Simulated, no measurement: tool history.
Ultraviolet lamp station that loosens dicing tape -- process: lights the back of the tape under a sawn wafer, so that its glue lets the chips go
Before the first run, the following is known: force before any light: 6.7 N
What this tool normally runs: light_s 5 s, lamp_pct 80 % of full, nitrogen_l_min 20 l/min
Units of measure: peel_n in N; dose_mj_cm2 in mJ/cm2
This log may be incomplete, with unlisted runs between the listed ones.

{"run": 1, "day": 0.0, "light_s": 5, "lamp_pct": 80, "nitrogen_l_min": 20, "peel_n": 0.756, "dose_mj_cm2": 320}
{"run": 2, "day": 1.183, "light_s": 5, "lamp_pct": 80, "nitrogen_l_min": 20, "peel_n": 0.762, "dose_mj_cm2": 316}
{"run": 3, "day": 2.396, "light_s": 5, "lamp_pct": 97, "nitrogen_l_min": 20, "peel_n": 0.553, "dose_mj_cm2": 383}
{"run": 4, "day": 3.362, "light_s": 5, "lamp_pct": 80, "nitrogen_l_min": 20, "peel_n": 0.799, "dose_mj_cm2": 316}
{"run": 5, "day": 4.975, "light_s": 5, "lamp_pct": 63, "nitrogen_l_min": 20, "peel_n": 1.252, "dose_mj_cm2": 241}
{"run": 6, "day": 7.112, "light_s": 5, "lamp_pct": 68, "nitrogen_l_min": 20, "peel_n": 1.118, "dose_mj_cm2": 252}
{"run": 7, "day": 8.325, "light_s": 5, "lamp_pct": 68, "nitrogen_l_min": 20, "peel_n": 1.176, "dose_mj_cm2": 254}
{"run": 8, "day": 9.475, "light_s": 5, "lamp_pct": 66, "nitrogen_l_min": 20, "peel_n": 1.254, "dose_mj_cm2": 248}
{"run": 9, "day": 11.138, "light_s": 5, "lamp_pct": 66, "nitrogen_l_min": 20, "peel_n": 1.33, "dose_mj_cm2": 239}
{"run": 10, "day": 13.258, "light_s": 5, "lamp_pct": 66, "nitrogen_l_min": 20, "peel_n": 1.274, "dose_mj_cm2": 233}
{"run": 11, "day": 15.438, "light_s": 5, "lamp_pct": 80, "nitrogen_l_min": 20, "peel_n": 1.01, "dose_mj_cm2": 272}
{"run": 12, "day": 16.558, "light_s": 5, "lamp_pct": 80, "nitrogen_l_min": 20, "peel_n": 1.034, "dose_mj_cm2": 273}
{"run": 13, "day": 17.654, "light_s": 5, "lamp_pct": 61, "nitrogen_l_min": 20, "peel_n": 1.625, "dose_mj_cm2": 209}
{"run": 14, "day": 18.742, "light_s": 5, "lamp_pct": 80, "nitrogen_l_min": 20, "peel_n": 1.036, "dose_mj_cm2": 262}
{"run": 15, "day": 20.033, "light_s": 5, "lamp_pct": 80, "nitrogen_l_min": 20, "peel_n": 1.104, "dose_mj_cm2": 262}
{"run": 16, "day": 21.675, "light_s": 5, "lamp_pct": 80, "nitrogen_l_min": 20, "peel_n": 1.102, "dose_mj_cm2": 256}
{"run": 17, "day": 23.317, "light_s": 5, "lamp_pct": 80, "nitrogen_l_min": 20, "peel_n": 1.19, "dose_mj_cm2": 253}
{"day": 24.367, "done": "lamp changed"}
{"day": 24.388, "done": "window cleaned of glue's vapour"}
{"run": 18, "day": 25.575, "light_s": 5, "lamp_pct": 80, "nitrogen_l_min": 6, "peel_n": 1.118, "dose_mj_cm2": 426}
{"run": 19, "day": 26.854, "light_s": 3, "lamp_pct": 80, "nitrogen_l_min": 6, "peel_n": 2.318, "dose_mj_cm2": 255}
{"run": 20, "day": 28.488, "light_s": 3, "lamp_pct": 80, "nitrogen_l_min": 6, "peel_n": 2.309, "dose_mj_cm2": 252}
{"run": 21, "day": 30.454, "light_s": 3, "lamp_pct": 80, "nitrogen_l_min": 6, "peel_n": 2.254, "dose_mj_cm2": 246}
{"run": 22, "day": 32.379, "light_s": 9, "lamp_pct": 93, "nitrogen_l_min": 18, "peel_n": 0.19, "dose_mj_cm2": 854}
{"run": 23, "day": 33.658, "light_s": 9, "lamp_pct": 93, "nitrogen_l_min": 18, "peel_n": 0.191, "dose_mj_cm2": 840}
{"run": 24, "day": 35.317, "light_s": 9, "lamp_pct": 93, "nitrogen_l_min": 18, "peel_n": 0.194, "dose_mj_cm2": 829}
{"run": 25, "day": 36.85, "light_s": 9, "lamp_pct": 93, "nitrogen_l_min": 18, "peel_n": 0.19, "dose_mj_cm2": 812}
{"run": 26, "day": 38.346, "light_s": 4, "lamp_pct": 80, "nitrogen_l_min": 20, "peel_n": 0.822, "dose_mj_cm2": 310}
{"run": 27, "day": 39.342, "light_s": 4, "lamp_pct": 80, "nitrogen_l_min": 20, "peel_n": 0.823, "dose_mj_cm2": 310}
{"run": 28, "day": 40.392, "light_s": 4, "lamp_pct": 80, "nitrogen_l_min": 20, "peel_n": 0.802, "dose_mj_cm2": 307}
{"run": 29, "day": 41.642, "light_s": 5, "lamp_pct": 96, "nitrogen_l_min": 11, "peel_n": 0.661, "dose_mj_cm2": 448}
{"run": 30, "day": 42.558, "light_s": 5, "lamp_pct": 96, "nitrogen_l_min": 11, "peel_n": 0.653, "dose_mj_cm2": 451}
{"run": 31, "day": 44.317, "light_s": 4, "lamp_pct": 92, "nitrogen_l_min": 7, "peel_n": 1.497, "dose_mj_cm2": 331}

Predict each of these 5 candidate next runs independently; none follows another, all start after run 31:
{"run": "A", "day": 45.262, "light_s": 5, "lamp_pct": 80, "nitrogen_l_min": 9, "peel_n": "?", "dose_mj_cm2": "?"}
{"run": "B", "day": 45.262, "light_s": 5, "lamp_pct": 73, "nitrogen_l_min": 12, "peel_n": "?", "dose_mj_cm2": "?"}
{"run": "C", "day": 45.262, "light_s": 5, "lamp_pct": 80, "nitrogen_l_min": 15, "peel_n": "?", "dose_mj_cm2": "?"}
{"run": "D", "day": 45.262, "light_s": 2, "lamp_pct": 80, "nitrogen_l_min": 7, "peel_n": "?", "dose_mj_cm2": "?"}
{"run": "E", "day": 45.262, "light_s": 5, "lamp_pct": 80, "nitrogen_l_min": 16, "peel_n": "?", "dose_mj_cm2": "?"}

run=A peel_n=1.148 dose_mj_cm2=356
run=B peel_n=1.076 dose_mj_cm2=333
run=C peel_n=0.730 dose_mj_cm2=361
run=D peel_n=3.454 dose_mj_cm2=144
run=E peel_n=0.714 dose_mj_cm2=364
Stripped of hidden state, with their random variation kept, the same runs would have yielded:
run=A peel_n=0.843 dose_mj_cm2=426
run=B peel_n=0.785 dose_mj_cm2=399
run=C peel_n=0.517 dose_mj_cm2=432
run=D peel_n=3.040 dose_mj_cm2=172
run=E peel_n=0.505 dose_mj_cm2=436
